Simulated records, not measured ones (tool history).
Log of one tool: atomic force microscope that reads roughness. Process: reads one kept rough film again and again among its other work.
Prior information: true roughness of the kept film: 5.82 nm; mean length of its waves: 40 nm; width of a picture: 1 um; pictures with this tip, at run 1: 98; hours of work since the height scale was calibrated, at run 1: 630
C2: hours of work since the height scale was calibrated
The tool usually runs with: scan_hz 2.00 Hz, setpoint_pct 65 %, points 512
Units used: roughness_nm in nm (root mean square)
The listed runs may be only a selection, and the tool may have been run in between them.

run 1 hour=0.0 | scan_hz=2.00 setpoint_pct=65 points=512 | pictures_with_this_tip=98 C2=630 | roughness_nm=4.589
run 2 hour=45.3 | scan_hz=2.00 setpoint_pct=65 points=512 | pictures_with_this_tip=159 C2=649 | roughness_nm=4.387
run 3 hour=108.4 | scan_hz=2.00 setpoint_pct=65 points=512 | pictures_with_this_tip=244 C2=676 | roughness_nm=4.152
run 4 hour=177.9 | scan_hz=2.00 setpoint_pct=65 points=512 | pictures_with_this_tip=338 C2=705 | roughness_nm=3.946
-- hour=207.5 new tip fitted
run 5 hour=248.9 | scan_hz=2.00 setpoint_pct=65 points=512 | pictures_with_this_tip=56 C2=735 | roughness_nm=4.732
run 6 hour=303.2 | scan_hz=2.08 setpoint_pct=89 points=436 | pictures_with_this_tip=129 C2=758 | roughness_nm=3.820
run 7 hour=363.7 | scan_hz=0.85 setpoint_pct=70 points=638 | pictures_with_this_tip=211 C2=784 | roughness_nm=4.408
run 8 hour=414.6 | scan_hz=0.85 setpoint_pct=70 points=638 | pictures_with_this_tip=280 C2=806 | roughness_nm=4.217
-- hour=486.6 new tip fitted
run 9 hour=486.8 | scan_hz=0.50 setpoint_pct=70 points=452 | pictures_with_this_tip=1 C2=836 | roughness_nm=5.116
run 10 hour=538.5 | scan_hz=0.50 setpoint_pct=70 points=452 | pictures_with_this_tip=70 C2=858 | roughness_nm=4.916

Below, each run's measurement less what the same run would have read without the hidden state. Both values contain the same run-to-run variation, but the gauge's scatter may not be the same in both:
Hidden conditions of the tool in this case: radius of the tip, nm; height scale over the true one, %; drift of the gauge itself on roughness_nm, %.
run=1 roughness_nm=-0.382
run=2 roughness_nm=-0.559
run=3 roughness_nm=-0.770
run=4 roughness_nm=-0.971
run=5 roughness_nm=-0.194
run=6 roughness_nm=-0.348
run=7 roughness_nm=-0.661
run=8 roughness_nm=-0.839
run=9 roughness_nm=-0.035
run=10 roughness_nm=-0.240
